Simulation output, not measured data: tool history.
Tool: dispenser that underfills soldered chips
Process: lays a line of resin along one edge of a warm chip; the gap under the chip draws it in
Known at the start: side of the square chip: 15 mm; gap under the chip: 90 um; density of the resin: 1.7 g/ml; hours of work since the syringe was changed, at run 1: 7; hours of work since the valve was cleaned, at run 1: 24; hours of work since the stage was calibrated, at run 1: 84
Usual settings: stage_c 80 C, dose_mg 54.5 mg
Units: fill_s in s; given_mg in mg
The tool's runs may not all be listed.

run   hour  stage_c  dose_mg  hours of work since the syringe was changed  hours of work since the valve was cleaned  hours of work since the stage was calibrated  fill_s  given_mg
  1      0       80     54.5                                            7                                         24                                            84   293.8     53.85
       2.5  -- new syringe of resin
  2      7       80     54.5                                            3                                         29                                            89   219.9     53.83
      14.9  -- new syringe of resin
  3   17.3       80     54.5                                            2                                         36                                            95   185.3     53.62
  4     22       80     54.5                                            5                                         39                                            99   240.8     53.44
      27.4  -- new syringe of resin
  5   32.6       80     54.5                                            4                                         46                                           106   221.4     53.26
  6   38.2       80     54.5                                            7                                         50                                           110   300.5     53.26
      39.3  -- new syringe of resin
      47.8  -- dispensing valve cleaned and set on the balance
  7   49.4       93     54.5                                            6                                          1                                           116   178.9     54.49
      52.9  -- new syringe of resin
  8   59.3       80     55.4                                            4                                          8                                           123   238.2     55.31
      64.9  -- new syringe of resin
  9   66.2       71     55.4                                            1                                         12                                           128   250.2     55.19
 10   76.3       71     55.4                                            8                                         19                                           134   448.2     54.78
      77.3  -- new syringe of resin
 11   82.8       71     55.4                                            4                                         23                                           139   320.3     54.69
      89.6  -- new syringe of resin
 12   91.4       80       70                                            1                                         29                                           144   181.3        69
     102.2  -- new syringe of resin
 13  102.2       80     58.5                                            0                                         36                                           152   165.3     57.52
 14  110.4       90     54.5                                            6                                         42                                           157     188     53.53
     113.9  -- new syringe of resin
 15  122.2       80     54.9                                            6                                         50                                           165   265.8     53.85
     125.9  -- new syringe of resin
     131.6  -- dispensing valve cleaned and set on the balance
 16  132.2       80     54.9                                            4                                          0                                           171   218.2     54.96
     139.2  -- new syringe of resin
 17  141.3       80     54.9                                            1                                          6                                           177   181.7     54.73
 18  148.6       80     54.9                                            6                                         11                                           182   276.2     54.61
       151  -- new syringe of resin
 19  159.2       80     54.9                                            6                                         19                                           189     268     54.48
     163.2  -- new syringe of resin
 20  164.4       80     54.9                                            1                                         22                                           193   176.1     54.31
 21  174.7       79     47.4                                            8                                         29                                           200   353.2     46.91
     175.7  -- new syringe of resin
 22  183.6       67     50.8                                            5                                         35                                           206   427.4      49.9
     187.7  -- new syringe of resin
 23  189.8       69     54.2                                            1                                         39                                           210   289.4      53.1
     199.6  -- new syringe of resin
 24  199.6       69     54.2                                            0                                         45                                           216   256.5     53.06
 25  208.5       82     55.3                                            6                                         52                                           222   262.2     54.01
     211.7  -- new syringe of resin
     215.5  -- dispensing valve cleaned and set on the balance
 26  216.5       78     52.9                                            3                                          1                                           227   226.6     52.94
     225.3  -- new syringe of resin
 27  226.3       78     52.9                                            1                                          7                                           233   191.9     52.65
 28  231.3       78     55.1                                            4                                         11                                           237   260.4     54.89
     237.5  -- new syringe of resin
 29  241.5       78     55.1                                            3                                         17                                           244   224.1     54.65
     249.7  -- new syringe of resin
 30  253.4       78     55.1                                            2                                         25                                           252   227.1     54.41
     261.9  -- new syringe of resin
 31  261.9       78     55.1                                            0                                         31                                           257   175.2     54.45
 32  273.2       75     59.5                                            8                                         39                                           265   374.9     58.54
     274.1  -- new syringe of resin
 33  282.6       75     59.5                                            6                                         45                                           271   326.2     58.35
     286.6  -- new syringe of resin
 34  293.9       84     61.5                                            5                                         53                                           279   221.9     60.22

Measured less the same run without the tool's hidden state. The same run-to-run variation is in both; the gauge's scatter may not be:
The hidden state here: resin's viscosity, % of fresh resin's; dose that the valve gives, % of what is set; true chip temperature over the reading, C; drift of the gauge itself on fill_s, %; drift of the gauge itself on given_mg, %.
run  fill_s  given_mg
  1  +130.1     -0.67
  2   +56.1     -0.79
  3   +25.1     -0.98
  4   +81.7     -1.04
  5     +58      -1.2
  6  +140.2     -1.29
  7   +73.9     -0.04
  8   +76.4      -0.2
  9     +22     -0.32
 10  +220.5     -0.48
 11   +92.6     -0.57
 12   +19.6      -0.9
 13    +4.5     -0.93
 14   +74.3     -1.01
 15  +104.2     -1.22
 16   +59.5     +0.02
 17   +21.1     -0.12
 18  +116.7     -0.25
 19  +105.4     -0.43
 20   +17.6     -0.52
 21  +178.6     -0.59
 22  +162.1     -0.78
 23   +42.1     -0.91
 24    +6.6     -1.08
 25  +109.1     -1.25
 26     +51     -0.03
 27   +17.9      -0.2
 28   +83.2     -0.29
 29   +49.9     -0.46
 30   +52.6     -0.67
 31    +4.7      -0.8
 32  +185.6     -1.06
 33  +134.3     -1.22
 34   +79.7     -1.47

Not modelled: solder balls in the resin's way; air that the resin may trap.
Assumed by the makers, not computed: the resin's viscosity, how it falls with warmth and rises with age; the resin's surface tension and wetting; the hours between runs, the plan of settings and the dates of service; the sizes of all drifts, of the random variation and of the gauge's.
